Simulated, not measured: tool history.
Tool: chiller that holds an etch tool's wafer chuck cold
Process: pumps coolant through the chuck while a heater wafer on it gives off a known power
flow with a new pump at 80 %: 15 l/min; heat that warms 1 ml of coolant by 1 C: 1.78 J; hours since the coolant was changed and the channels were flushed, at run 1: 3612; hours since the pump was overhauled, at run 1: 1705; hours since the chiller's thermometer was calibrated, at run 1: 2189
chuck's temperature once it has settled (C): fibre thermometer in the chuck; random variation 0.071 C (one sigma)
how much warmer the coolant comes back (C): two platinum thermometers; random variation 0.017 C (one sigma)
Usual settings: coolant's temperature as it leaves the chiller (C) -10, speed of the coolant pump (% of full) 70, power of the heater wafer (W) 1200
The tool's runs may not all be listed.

| run | hour | coolant's temperature as it leaves the chiller (C) | speed of the coolant pump (% of full) | power of the heater wafer (W) | hours since the coolant was changed and the channels were flushed | hours since the pump was overhauled | hours since the chiller's thermometer was calibrated | chuck's temperature once it has settled (C) | how much warmer the coolant comes back (C) |
|---|---|---|---|---|---|---|---|---|---|
| 1 | 0.0 | -10 | 70 | 1200 | 3612 | 1705 | 2189 | 1.19 | 3.18 |
| 2 | 70.1 | -10 | 64 | 1200 | 3682 | 1775 | 2259 | 1.77 | 3.48 |
| 3 | 144.7 | -10 | 64 | 1200 | 3756 | 1849 | 2333 | 1.77 | 3.48 |
| 4 | 181.0 | -10 | 64 | 1200 | 3793 | 1886 | 2370 | 1.85 | 3.50 |
| 5 | 242.9 | -10 | 70 | 1200 | 3855 | 1947 | 2432 | 1.31 | 3.15 |
| 6 | 329.6 | -10 | 70 | 927 | 3941 | 2034 | 2518 | -1.47 | 2.48 |
| 7 | 395.8 | -10 | 70 | 927 | 4007 | 2100 | 2584 | -1.30 | 2.46 |
| 8 | 447.5 | -10 | 70 | 927 | 4059 | 2152 | 2636 | -1.44 | 2.43 |
| 9 | 494.2 | -10 | 70 | 927 | 4106 | 2199 | 2683 | -1.41 | 2.49 |
| 10 | 580.6 | -10 | 65 | 1130 | 4192 | 2285 | 2769 | 1.08 | 3.25 |
| 11 | 622.1 | -10 | 65 | 1130 | 4234 | 2327 | 2811 | 1.09 | 3.25 |
| 12 | 704.6 | -10 | 65 | 1130 | 4316 | 2409 | 2893 | 0.99 | 3.26 |
| 13 | 754.0 | -13 | 73 | 1200 | 4366 | 2458 | 2943 | -1.96 | 3.06 |
| 14 | 805.2 | -3 | 87 | 942 | 4417 | 2510 | 2994 | 4.64 | 1.98 |
| 15 | 848.1 | -3 | 87 | 942 | 4460 | 2553 | 3037 | 4.57 | 1.96 |
| 16 | 916.4 | -8 | 91 | 946 | 4528 | 2621 | 3105 | -0.44 | 1.92 |
| 17 | 966.0 | -3 | 77 | 1288 | 4578 | 2670 | 3155 | 8.63 | 3.11 |

Forecast each of these 5 alternatives for the next run:
| A | 1015.6 | -17 | 65 | 1345 | 4627 | 2720 | 3204 | ? | ? |
| B | 1015.6 | -3 | 99 | 1288 | 4627 | 2720 | 3204 | ? | ? |
| C | 1015.6 | -8 | 89 | 1288 | 4627 | 2720 | 3204 | ? | ? |
| D | 1015.6 | -11 | 99 | 958 | 4627 | 2720 | 3204 | ? | ? |
| E | 1015.6 | -3 | 77 | 663 | 4627 | 2720 | 3204 | ? | ? |

| run | chuck's temperature once it has settled (C) | how much warmer the coolant comes back (C) |
|---|---|---|
| A | -3.56 | 3.89 |
| B | 7.04 | 2.34 |
| C | 2.62 | 2.65 |
| D | -3.79 | 1.77 |
| E | 2.68 | 1.63 |
Without the tool's hidden state the same runs would have given:
| run | chuck's temperature once it has settled (C) | how much warmer the coolant comes back (C) |
|---|---|---|
| A | -4.45 | 3.78 |
| B | 6.49 | 2.27 |
| C | 2.00 | 2.58 |
| D | -4.05 | 1.72 |
| E | 2.62 | 1.59 |

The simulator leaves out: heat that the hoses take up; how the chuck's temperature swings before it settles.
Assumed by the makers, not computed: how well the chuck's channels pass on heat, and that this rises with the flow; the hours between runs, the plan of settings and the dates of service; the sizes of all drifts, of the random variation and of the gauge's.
